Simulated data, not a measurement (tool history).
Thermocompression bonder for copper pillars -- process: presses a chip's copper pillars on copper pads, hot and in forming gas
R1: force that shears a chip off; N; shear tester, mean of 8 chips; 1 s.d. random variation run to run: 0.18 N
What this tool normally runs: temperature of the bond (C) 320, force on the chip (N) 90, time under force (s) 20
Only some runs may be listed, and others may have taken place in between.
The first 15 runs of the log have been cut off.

run 16 hour=248.7 | temperature_of_the_bond_(C)=320 force_on_the_chip_(N)=90 time_under_force_(s)=20 | R1=60.7
run 17 hour=263.2 | temperature_of_the_bond_(C)=320 force_on_the_chip_(N)=90 time_under_force_(s)=20 | R1=60
run 18 hour=285.2 | temperature_of_the_bond_(C)=320 force_on_the_chip_(N)=90 time_under_force_(s)=20 | R1=60.6
run 19 hour=301.8 | temperature_of_the_bond_(C)=320 force_on_the_chip_(N)=90 time_under_force_(s)=20 | R1=60.3
run 20 hour=320.5 | temperature_of_the_bond_(C)=320 force_on_the_chip_(N)=90 time_under_force_(s)=20 | R1=60.2
-- hour=330.3 heater calibrated with a thermocouple chip
run 21 hour=331.9 | temperature_of_the_bond_(C)=320 force_on_the_chip_(N)=90 time_under_force_(s)=20 | R1=60.4
run 22 hour=345.8 | temperature_of_the_bond_(C)=320 force_on_the_chip_(N)=90 time_under_force_(s)=20 | R1=59.9
run 23 hour=360.1 | temperature_of_the_bond_(C)=331 force_on_the_chip_(N)=109 time_under_force_(s)=20 | R1=74.6
run 24 hour=381.7 | temperature_of_the_bond_(C)=331 force_on_the_chip_(N)=109 time_under_force_(s)=20 | R1=75
run 25 hour=399.5 | temperature_of_the_bond_(C)=343 force_on_the_chip_(N)=72 time_under_force_(s)=16 | R1=54.4
run 26 hour=418.7 | temperature_of_the_bond_(C)=313 force_on_the_chip_(N)=90 time_under_force_(s)=14 | R1=50.8
run 27 hour=433.2 | temperature_of_the_bond_(C)=348 force_on_the_chip_(N)=90 time_under_force_(s)=38 | R1=81.8
run 28 hour=443.5 | temperature_of_the_bond_(C)=320 force_on_the_chip_(N)=125 time_under_force_(s)=13 | R1=69.9
run 29 hour=465.1 | temperature_of_the_bond_(C)=348 force_on_the_chip_(N)=99 time_under_force_(s)=10 | R1=64.9
run 30 hour=485.3 | temperature_of_the_bond_(C)=298 force_on_the_chip_(N)=57 time_under_force_(s)=28 | R1=34.6
run 31 hour=496.1 | temperature_of_the_bond_(C)=323 force_on_the_chip_(N)=90 time_under_force_(s)=20 | R1=61.5
-- hour=497.7 forming gas filter changed
run 32 hour=515.6 | temperature_of_the_bond_(C)=324 force_on_the_chip_(N)=76 time_under_force_(s)=11 | R1=43.2
run 33 hour=527.8 | temperature_of_the_bond_(C)=294 force_on_the_chip_(N)=70 time_under_force_(s)=11 | R1=28.9
run 34 hour=542.5 | temperature_of_the_bond_(C)=294 force_on_the_chip_(N)=70 time_under_force_(s)=11 | R1=28.7
run 35 hour=554.5 | temperature_of_the_bond_(C)=298 force_on_the_chip_(N)=107 time_under_force_(s)=20 | R1=59.4
run 36 hour=574.7 | temperature_of_the_bond_(C)=298 force_on_the_chip_(N)=107 time_under_force_(s)=20 | R1=59.7
run 37 hour=590.9 | temperature_of_the_bond_(C)=296 force_on_the_chip_(N)=110 time_under_force_(s)=35 | R1=69.9
run 38 hour=612.8 | temperature_of_the_bond_(C)=296 force_on_the_chip_(N)=110 time_under_force_(s)=13 | R1=52.9
run 39 hour=632.2 | temperature_of_the_bond_(C)=348 force_on_the_chip_(N)=72 time_under_force_(s)=10 | R1=48.3

Forecast each of these 3 alternatives for the next run:
run A hour=652.6 | temperature_of_the_bond_(C)=341 force_on_the_chip_(N)=117 time_under_force_(s)=25 | R1=?
run B hour=652.6 | temperature_of_the_bond_(C)=340 force_on_the_chip_(N)=58 time_under_force_(s)=47 | R1=?
run C hour=652.6 | temperature_of_the_bond_(C)=348 force_on_the_chip_(N)=59 time_under_force_(s)=10 | R1=?

run=A R1=84.3
run=B R1=60.6
run=C R1=38.8
Had the tool no hidden state, the same runs would have come out as:
run=A R1=84.3
run=B R1=60.7
run=C R1=38.8

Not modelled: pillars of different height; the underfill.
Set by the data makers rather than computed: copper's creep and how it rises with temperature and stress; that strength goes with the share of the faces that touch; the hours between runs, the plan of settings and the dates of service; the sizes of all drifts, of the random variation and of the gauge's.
